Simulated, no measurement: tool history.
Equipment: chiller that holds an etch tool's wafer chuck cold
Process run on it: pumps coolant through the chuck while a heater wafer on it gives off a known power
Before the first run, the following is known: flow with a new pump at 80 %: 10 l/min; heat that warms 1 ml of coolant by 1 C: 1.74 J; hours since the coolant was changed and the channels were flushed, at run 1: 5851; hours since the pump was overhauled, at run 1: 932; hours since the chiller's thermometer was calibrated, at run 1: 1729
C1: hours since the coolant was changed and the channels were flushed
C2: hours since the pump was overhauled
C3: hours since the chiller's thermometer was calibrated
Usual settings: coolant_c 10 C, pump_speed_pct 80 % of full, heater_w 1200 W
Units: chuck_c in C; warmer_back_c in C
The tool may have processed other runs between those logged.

{"run": 1, "hour": 0.0, "coolant_c": 10, "pump_speed_pct": 80, "heater_w": 1200, "C1": 5851, "C2": 932, "C3": 1729, "chuck_c": 21.3, "warmer_back_c": 4.11}
{"run": 2, "hour": 47.7, "coolant_c": 10, "pump_speed_pct": 68, "heater_w": 1200, "C1": 5899, "C2": 980, "C3": 1777, "chuck_c": 22.5, "warmer_back_c": 4.95}
{"run": 3, "hour": 97.3, "coolant_c": 10, "pump_speed_pct": 80, "heater_w": 1200, "C1": 5948, "C2": 1029, "C3": 1826, "chuck_c": 21.2, "warmer_back_c": 4.19}
{"run": 4, "hour": 132.5, "coolant_c": 10, "pump_speed_pct": 80, "heater_w": 1200, "C1": 5983, "C2": 1064, "C3": 1862, "chuck_c": 21.2, "warmer_back_c": 4.11}
{"run": 5, "hour": 157.7, "coolant_c": 10, "pump_speed_pct": 80, "heater_w": 1200, "C1": 6009, "C2": 1090, "C3": 1887, "chuck_c": 21.1, "warmer_back_c": 4.16}
{"run": 6, "hour": 205.6, "coolant_c": 10, "pump_speed_pct": 80, "heater_w": 1200, "C1": 6057, "C2": 1138, "C3": 1935, "chuck_c": 21.2, "warmer_back_c": 4.1}
{"run": 7, "hour": 237.7, "coolant_c": 10, "pump_speed_pct": 80, "heater_w": 1200, "C1": 6089, "C2": 1170, "C3": 1967, "chuck_c": 21.2, "warmer_back_c": 4.1}
{"run": 8, "hour": 278.7, "coolant_c": 10, "pump_speed_pct": 80, "heater_w": 1200, "C1": 6130, "C2": 1211, "C3": 2008, "chuck_c": 21.3, "warmer_back_c": 4.09}
{"run": 9, "hour": 309.1, "coolant_c": 10, "pump_speed_pct": 68, "heater_w": 1711, "C1": 6160, "C2": 1241, "C3": 2038, "chuck_c": 27.8, "warmer_back_c": 7.01}
{"run": 10, "hour": 355.8, "coolant_c": 10, "pump_speed_pct": 68, "heater_w": 1711, "C1": 6207, "C2": 1288, "C3": 2085, "chuck_c": 27.8, "warmer_back_c": 7.04}
{"run": 11, "hour": 390.8, "coolant_c": 2, "pump_speed_pct": 68, "heater_w": 1259, "C1": 6242, "C2": 1323, "C3": 2120, "chuck_c": 15, "warmer_back_c": 5.18}

Expected results for the next run?
{"run": 12, "hour": 441.4, "coolant_c": 2, "pump_speed_pct": 68, "heater_w": 733, "C1": 6292, "C2": 1373, "C3": 2170, "chuck_c": "?", "warmer_back_c": "?"}

{"run 12": {"chuck_c": 9.5, "warmer_back_c": 3.03}}
With no hidden state in the tool, this same run would have given chuck_c 9.5 C, warmer_back_c 3.02 C.

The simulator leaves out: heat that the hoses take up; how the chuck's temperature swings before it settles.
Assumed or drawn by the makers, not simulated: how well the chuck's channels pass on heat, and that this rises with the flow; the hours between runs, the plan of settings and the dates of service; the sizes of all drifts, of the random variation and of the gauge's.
